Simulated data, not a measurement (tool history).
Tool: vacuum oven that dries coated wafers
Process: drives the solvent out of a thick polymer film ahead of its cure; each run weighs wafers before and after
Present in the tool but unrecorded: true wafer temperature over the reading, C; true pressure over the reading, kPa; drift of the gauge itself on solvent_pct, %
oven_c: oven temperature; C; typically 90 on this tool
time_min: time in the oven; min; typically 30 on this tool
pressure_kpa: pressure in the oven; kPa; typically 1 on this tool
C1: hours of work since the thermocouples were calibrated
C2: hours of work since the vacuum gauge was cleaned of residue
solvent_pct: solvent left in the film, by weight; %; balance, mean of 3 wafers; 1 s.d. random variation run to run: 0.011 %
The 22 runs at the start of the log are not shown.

run 23 hour=1167.1 | oven_c=78 time_min=36 pressure_kpa=1 | C1=362 C2=216 | solvent_pct=5.04
run 24 hour=1243.5 | oven_c=90 time_min=30 pressure_kpa=3.19 | C1=411 C2=265 | solvent_pct=2.86
run 25 hour=1302 | oven_c=81 time_min=30 pressure_kpa=3.43 | C1=448 C2=303 | solvent_pct=6.2
run 26 hour=1358.3 | oven_c=81 time_min=30 pressure_kpa=3.43 | C1=484 C2=339 | solvent_pct=6.18
run 27 hour=1390.7 | oven_c=101 time_min=30 pressure_kpa=2.47 | C1=505 C2=359 | solvent_pct=0.99
run 28 hour=1470.7 | oven_c=101 time_min=30 pressure_kpa=2.47 | C1=556 C2=410 | solvent_pct=0.99
run 29 hour=1540.7 | oven_c=104 time_min=46 pressure_kpa=1 | C1=600 C2=455 | solvent_pct=0.35
run 30 hour=1583.9 | oven_c=104 time_min=46 pressure_kpa=1 | C1=628 C2=483 | solvent_pct=0.36
run 31 hour=1636.7 | oven_c=95 time_min=30 pressure_kpa=0.7 | C1=662 C2=516 | solvent_pct=0.75
run 32 hour=1716.7 | oven_c=89 time_min=30 pressure_kpa=2.06 | C1=713 C2=568 | solvent_pct=2.5
run 33 hour=1777.9 | oven_c=97 time_min=40 pressure_kpa=2.06 | C1=752 C2=607 | solvent_pct=0.95
run 34 hour=1856.1 | oven_c=90 time_min=30 pressure_kpa=1.31 | C1=802 C2=657 | solvent_pct=1.87

Here are 3 independent what-if runs from the current tool condition. What would each one return?
run A hour=1929.1 | oven_c=101 time_min=30 pressure_kpa=1.31 | C1=849 C2=703 | solvent_pct=?
run B hour=1929.1 | oven_c=104 time_min=45 pressure_kpa=1.66 | C1=849 C2=703 | solvent_pct=?
run C hour=1929.1 | oven_c=90 time_min=30 pressure_kpa=0.64 | C1=849 C2=703 | solvent_pct=?

run=A solvent_pct=0.6
run=B solvent_pct=0.6
run=C solvent_pct=1.5
What these runs would have given with no unlogged condition in the tool:
run=A solvent_pct=0.56
run=B solvent_pct=0.56
run=C solvent_pct=1.52
